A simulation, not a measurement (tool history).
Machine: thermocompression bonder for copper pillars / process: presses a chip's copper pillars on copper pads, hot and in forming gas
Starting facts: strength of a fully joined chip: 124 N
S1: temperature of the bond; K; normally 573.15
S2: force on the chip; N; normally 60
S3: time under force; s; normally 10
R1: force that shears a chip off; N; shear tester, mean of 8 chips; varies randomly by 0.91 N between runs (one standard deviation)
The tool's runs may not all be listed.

run   hour      S1  S2  S3    R1
  1    0.0  573.15  60  10  67.6
  2   20.3  573.15  60  10  68.8
  3   31.4  573.15  60  14  73.8
  4   43.0  573.15  60  14  74.6
  5   60.0  573.15  60  14  73.5
  6   78.2  573.15  60  14  74.2
  7   95.0  573.15  60  14  75.6
  8  110.0  573.15  60  14  73.2
  9  134.3  573.15  60  14  74.3
 10  145.0  573.15  43  10  51.7
 11  166.6  573.15  43  10  51.3
 12  179.9  573.15  43  10  51.2
 13  197.7  573.15  43  10  49.9
     204.2  -- force cell calibrated
 14  211.6  573.15  43  10  49.5
     227.0  -- forming gas filter changed
 15  228.9  573.15  82  10  86.0

Predict the results of run 16:
 16  251.7  571.15  60  10   ?

R1: 70.1 N
If the tool had no hidden condition, the same run with the same run-to-run variation would have returned R1 73.9 N.

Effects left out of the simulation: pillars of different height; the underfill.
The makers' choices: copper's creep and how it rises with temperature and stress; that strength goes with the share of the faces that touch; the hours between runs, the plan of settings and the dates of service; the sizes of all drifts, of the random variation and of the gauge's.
